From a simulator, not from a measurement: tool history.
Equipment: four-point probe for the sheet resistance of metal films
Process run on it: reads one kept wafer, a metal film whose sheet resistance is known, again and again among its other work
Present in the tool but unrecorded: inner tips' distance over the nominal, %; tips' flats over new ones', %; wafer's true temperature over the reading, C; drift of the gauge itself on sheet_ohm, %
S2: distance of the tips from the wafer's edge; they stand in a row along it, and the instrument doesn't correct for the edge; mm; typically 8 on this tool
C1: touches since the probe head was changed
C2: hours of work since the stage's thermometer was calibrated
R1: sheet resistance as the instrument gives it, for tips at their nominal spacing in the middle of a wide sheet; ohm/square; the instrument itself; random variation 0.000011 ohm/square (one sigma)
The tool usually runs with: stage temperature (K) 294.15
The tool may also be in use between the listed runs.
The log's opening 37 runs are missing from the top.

{"run": 38, "day": 59.738, "stage temperature (K)": 296.15, "S2": 27, "C1": 25105, "C2": 94, "R1": 0.054607}
{"run": 39, "day": 61.817, "stage temperature (K)": 305.15, "S2": 8, "C1": 27574, "C2": 132, "R1": 0.055055}
{"run": 40, "day": 62.742, "stage temperature (K)": 300.15, "S2": 6, "C1": 28676, "C2": 149, "R1": 0.055036}
{"run": 41, "day": 63.921, "stage temperature (K)": 304.15, "S2": 6, "C1": 30079, "C2": 171, "R1": 0.05513}
{"run": 42, "day": 65.133, "stage temperature (K)": 297.15, "S2": 43, "C1": 31520, "C2": 193, "R1": 0.054599}
{"run": 43, "day": 66.692, "stage temperature (K)": 294.15, "S2": 4, "C1": 33369, "C2": 221, "R1": 0.055201}
{"run": 44, "day": 68.621, "stage temperature (K)": 296.15, "S2": 18, "C1": 35665, "C2": 257, "R1": 0.054564}
{"run": 45, "day": 69.671, "stage temperature (K)": 296.15, "S2": 18, "C1": 36909, "C2": 276, "R1": 0.054547}

Consider 3 possible next runs. They are alternatives, not a sequence: every one starts from the tool as it was left by run 45. What does each give?
{"run": "A", "day": 71.512, "stage temperature (K)": 296.15, "S2": 4, "C1": 39098, "C2": 309, "R1": "?"}
{"run": "B", "day": 71.512, "stage temperature (K)": 294.15, "S2": 42, "C1": 39098, "C2": 309, "R1": "?"}
{"run": "C", "day": 71.512, "stage temperature (K)": 298.15, "S2": 22, "C1": 39098, "C2": 309, "R1": "?"}

run=A R1=0.055239
run=B R1=0.054436
run=C R1=0.05459
What these runs would have given with no unlogged condition in the tool:
run=A R1=0.055545
run=B R1=0.054738
run=C R1=0.054893
